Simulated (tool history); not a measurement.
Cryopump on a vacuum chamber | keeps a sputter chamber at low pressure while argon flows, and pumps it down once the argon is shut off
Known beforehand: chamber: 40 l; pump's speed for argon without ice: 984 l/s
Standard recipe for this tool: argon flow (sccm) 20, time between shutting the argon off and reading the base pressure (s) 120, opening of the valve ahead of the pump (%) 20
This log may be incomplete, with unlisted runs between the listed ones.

run	hour	argon flow (sccm)	time between shutting the argon off and reading the base pressure (s)	opening of the valve ahead of the pump (%)	pressure while argon flows (Pa)	pressure after the wait (uPa)
1	0	20	120	20	0.1734	2.28
2	36.1	20	120	20	0.1737	2.3
3	66.9	20	120	20	0.1727	2.36
4	95	20	120	20	0.1725	2.4
5	129.5	20	120	20	0.1735	2.44
6	179.2	20	120	20	0.1741	2.59
7	221.8	20	120	20	0.1729	2.59
8	248.1	20	120	20	0.1736	2.73
9	290.8	20	29	39	0.0919	6.84
10	324.7	28	169	20	0.2461	2.52
11	358.8	10	235	20	0.0887	2.24
12	391.5	12	25	23	0.0926	7.83
13	420.2	13	32	25	0.0928	6.74
14	441.2	20	92	42	0.0873	3.46
15	489.5	20	92	42	0.0872	3.63
16	512.7	20	92	42	0.0879	3.69

3 options for the next run, each taken on its own from the tool as it stands now. Forecast them:
A	550.2	18	27	39	?	?
B	550.2	26	90	38	?	?
C	550.2	20	50	20	?	?

run	pressure while argon flows (Pa)	pressure after the wait (uPa)
A	0.0857	7.69
B	0.126	3.72
C	0.1783	5.18
What these runs would have given with no unlogged condition in the tool:
run	pressure while argon flows (Pa)	pressure after the wait (uPa)
A	0.0797	5.95
B	0.1174	1.99
C	0.1717	3.4

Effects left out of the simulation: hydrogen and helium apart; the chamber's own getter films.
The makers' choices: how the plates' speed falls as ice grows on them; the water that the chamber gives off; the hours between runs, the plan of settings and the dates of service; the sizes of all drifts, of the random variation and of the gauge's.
